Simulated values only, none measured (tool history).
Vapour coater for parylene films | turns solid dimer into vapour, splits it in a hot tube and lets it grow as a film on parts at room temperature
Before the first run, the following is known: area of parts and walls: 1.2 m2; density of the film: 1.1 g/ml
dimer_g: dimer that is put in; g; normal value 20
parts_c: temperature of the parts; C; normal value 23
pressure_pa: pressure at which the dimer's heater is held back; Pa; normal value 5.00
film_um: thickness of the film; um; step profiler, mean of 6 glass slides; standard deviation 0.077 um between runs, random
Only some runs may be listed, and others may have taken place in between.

| run | day | dimer_g | parts_c | pressure_pa | film_um |
|---|---|---|---|---|---|
| 1 | 0.000 | 20 | 23 | 5.00 | 7.98 |
| 2 | 1.417 | 20 | 23 | 5.00 | 7.83 |
| 3 | 3.142 | 20 | 23 | 5.00 | 9.08 |
| 4 | 5.733 | 20 | 23 | 5.00 | 9.14 |
| 5 | 8.717 | 20 | 23 | 5.00 | 9.06 |
| 6 | 11.346 | 20 | 23 | 5.00 | 8.68 |
| 7 | 13.762 | 20 | 23 | 5.00 | 8.57 |
| 8 | 16.467 | 20 | 23 | 5.00 | 8.57 |
| 9 | 17.867 | 20 | 23 | 5.00 | 8.60 |
| 10 | 19.812 | 20 | 23 | 5.00 | 8.44 |
| 11 | 21.671 | 24 | 23 | 5.00 | 9.97 |
| 12 | 24.188 | 29 | 23 | 5.48 | 11.80 |
| 13 | 26.900 | 13 | 23 | 3.23 | 5.87 |
| 14 | 28.779 | 13 | 23 | 3.23 | 5.81 |
| 15 | 30.971 | 19 | 26 | 5.87 | 6.43 |
| 16 | 33.654 | 19 | 26 | 5.87 | 6.44 |
| 17 | 35.729 | 20 | 25 | 2.06 | 8.86 |
| 18 | 38.500 | 9 | 20 | 2.06 | 5.53 |
| 19 | 40.883 | 13 | 21 | 5.00 | 6.11 |
| 20 | 43.204 | 30 | 21 | 2.39 | 16.85 |
| 21 | 45.662 | 9 | 23 | 2.15 | 4.77 |

Removed from this log: 2 entries logged between the listed runs. Between which two listed runs does each belong, and how does the tool's hidden state at the listed run before it compare with that at the listed run after it?
Run 2 -> run 3: trap's valve overhauled (day 1.929)
  vapour lost through the trap's worn valve, %: 15 -> 1; true temperature of the parts over the reading, C: 0.14 -> 0.17
  measured minus no-state result, film_um: -1.43 -> -0.15 um
Run 17 -> run 18: trap's valve overhauled (day 36.279)
  vapour lost through the trap's worn valve, %: 14.4 -> 1.1; true temperature of the parts over the reading, C: 0.82 -> 0.87
  measured minus no-state result, film_um: -1.79 -> -0.23 um

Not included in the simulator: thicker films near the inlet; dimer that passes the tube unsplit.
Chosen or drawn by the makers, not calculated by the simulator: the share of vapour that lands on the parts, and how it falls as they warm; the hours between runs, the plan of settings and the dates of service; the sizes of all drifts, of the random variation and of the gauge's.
